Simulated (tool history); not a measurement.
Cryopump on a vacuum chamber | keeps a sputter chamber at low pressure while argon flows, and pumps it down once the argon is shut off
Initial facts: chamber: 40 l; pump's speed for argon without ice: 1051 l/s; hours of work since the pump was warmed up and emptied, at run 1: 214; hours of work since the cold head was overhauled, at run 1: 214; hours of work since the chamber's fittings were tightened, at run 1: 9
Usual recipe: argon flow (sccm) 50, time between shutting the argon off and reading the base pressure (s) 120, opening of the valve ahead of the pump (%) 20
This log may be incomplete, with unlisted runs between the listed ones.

run	hour	argon flow (sccm)	time between shutting the argon off and reading the base pressure (s)	opening of the valve ahead of the pump (%)	hours of work since the pump was warmed up and emptied	hours of work since the cold head was overhauled	hours of work since the chamber's fittings were tightened	pressure while argon flows (Pa)	pressure after the wait (uPa)
1	0	50	120	20	214	214	9	0.4068	1.01
2	9.4	50	120	20	219	219	14	0.4079	0.99
3	26.2	50	120	20	229	229	24	0.4107	1
4	40.4	50	42	20	237	237	32	0.4065	2.37
5	59	50	42	20	247	247	42	0.4077	2.38
6	74.2	69	120	20	256	256	51	0.5602	1.09
7	91.4	50	114	20	266	266	61	0.41	1.18
8	106.3	50	120	27	274	274	69	0.3032	1.14
9	114.1	50	120	27	279	279	73	0.3052	1.22
10	127.6	50	120	20	286	286	81	0.414	1.23
11	137.1	50	120	20	292	292	87	0.4073	1.23
12	151.7	50	120	20	300	300	95	0.407	1.28
13	167.4	50	120	20	309	309	104	0.4074	1.28
14	175.7	48	120	20	314	314	108	0.3905	1.29
15	186.6	90	216	18	320	320	115	0.8178	1.03
16	199.3	24	77	20	327	327	122	0.1961	1.71
17	215.5	24	77	20	336	336	131	0.1981	1.7
18	228.9	32	193	20	344	344	139	0.2628	1.12
19	237.9	90	131	51	349	349	144	0.2958	1.33
20	250.4	26	101	15	356	356	151	0.284	1.58
21	260.1	74	38	20	362	362	156	0.6052	2.91
22	271.5	32	135	37	368	368	163	0.1436	1.42
23	283.5	32	135	24	375	375	170	0.2191	1.43
24	297.5	50	120	33	383	383	178	0.2514	1.57
25	305.5	50	43	53	387	387	182	0.1605	2.76
26	320.5	50	28	20	396	396	191	0.4112	3.86
27	335.7	32	43	17	404	404	199	0.3092	2.84
28	346.4	36	121	21	411	411	205	0.2815	1.55

Branching from run 28: 5 alternative next runs. What would each branch give?
A	360.2	50	234	17	418	418	213	?	?
B	360.2	36	37	21	418	418	213	?	?
C	360.2	36	74	50	418	418	213	?	?
D	360.2	28	20	21	418	418	213	?	?
E	360.2	58	120	20	418	418	213	?	?

run	pressure while argon flows (Pa)	pressure after the wait (uPa)
A	0.4807	1.26
B	0.2842	3.2
C	0.123	2.03
D	0.2198	5.07
E	0.4737	1.59
Without the tool's hidden state the same runs would have given:
run	pressure while argon flows (Pa)	pressure after the wait (uPa)
A	0.4716	0.61
B	0.2776	2.54
C	0.1164	1.38
D	0.2147	4.42
E	0.4632	0.94
